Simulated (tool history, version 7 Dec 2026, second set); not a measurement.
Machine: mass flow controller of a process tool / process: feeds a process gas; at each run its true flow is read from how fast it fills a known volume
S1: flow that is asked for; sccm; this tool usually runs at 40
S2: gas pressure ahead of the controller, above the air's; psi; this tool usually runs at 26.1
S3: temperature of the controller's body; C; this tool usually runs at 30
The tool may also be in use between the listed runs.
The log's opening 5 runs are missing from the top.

{"run": 6, "hour": 771.5, "S1": 40, "S2": 26.1, "S3": 30, "true flow (%)": 102.08}
{"run": 7, "hour": 871.4, "S1": 40, "S2": 26.1, "S3": 30, "true flow (%)": 101.98}
{"run": 8, "hour": 1046.2, "S1": 40, "S2": 26.1, "S3": 30, "true flow (%)": 102.02}
{"run": 9, "hour": 1193.3, "S1": 40, "S2": 26.1, "S3": 30, "true flow (%)": 101.83}
{"run": 10, "hour": 1285.7, "S1": 40, "S2": 22.6, "S3": 30, "true flow (%)": 102.04}
{"run": 11, "hour": 1469.8, "S1": 40, "S2": 22.6, "S3": 30, "true flow (%)": 102.1}
{"run": 12, "hour": 1673.3, "S1": 40, "S2": 26.1, "S3": 30, "true flow (%)": 101.77}
{"run": 13, "hour": 1774.9, "S1": 40, "S2": 26.1, "S3": 22, "true flow (%)": 101.12}
{"run": 14, "hour": 1920.9, "S1": 40, "S2": 26.1, "S3": 22, "true flow (%)": 101.03}
{"run": 15, "hour": 2073.3, "S1": 40, "S2": 22.8, "S3": 30, "true flow (%)": 102.01}
{"run": 16, "hour": 2229.3, "S1": 40, "S2": 22.8, "S3": 30, "true flow (%)": 102.08}
{"run": 17, "hour": 2338.3, "S1": 65, "S2": 22.8, "S3": 30, "true flow (%)": 102.59}
{"run": 18, "hour": 2449.4, "S1": 65, "S2": 25.8, "S3": 31, "true flow (%)": 102.65}
{"run": 19, "hour": 2669.4, "S1": 28, "S2": 26.1, "S3": 36, "true flow (%)": 101.96}
{"run": 20, "hour": 2809.5, "S1": 52, "S2": 26.1, "S3": 31, "true flow (%)": 102.21}
{"run": 21, "hour": 2935.8, "S1": 52, "S2": 27.6, "S3": 35, "true flow (%)": 102.79}
{"run": 22, "hour": 3037.4, "S1": 80, "S2": 31.8, "S3": 20, "true flow (%)": 101.37}
{"run": 23, "hour": 3209.0, "S1": 80, "S2": 31.8, "S3": 35, "true flow (%)": 103.23}
{"run": 24, "hour": 3313.4, "S1": 57, "S2": 36.4, "S3": 30, "true flow (%)": 101.96}
{"run": 25, "hour": 3474.0, "S1": 57, "S2": 36.4, "S3": 30, "true flow (%)": 102.04}
{"run": 26, "hour": 3676.7, "S1": 57, "S2": 36.4, "S3": 30, "true flow (%)": 101.93}

Forecast run 27:
{"run": 27, "hour": 3866.5, "S1": 34, "S2": 27, "S3": 33, "true flow (%)": "?"}

Run 27 came out at true flow (%) 101.82.
With no hidden state in the tool, this same run would have given true flow (%) 100.33.
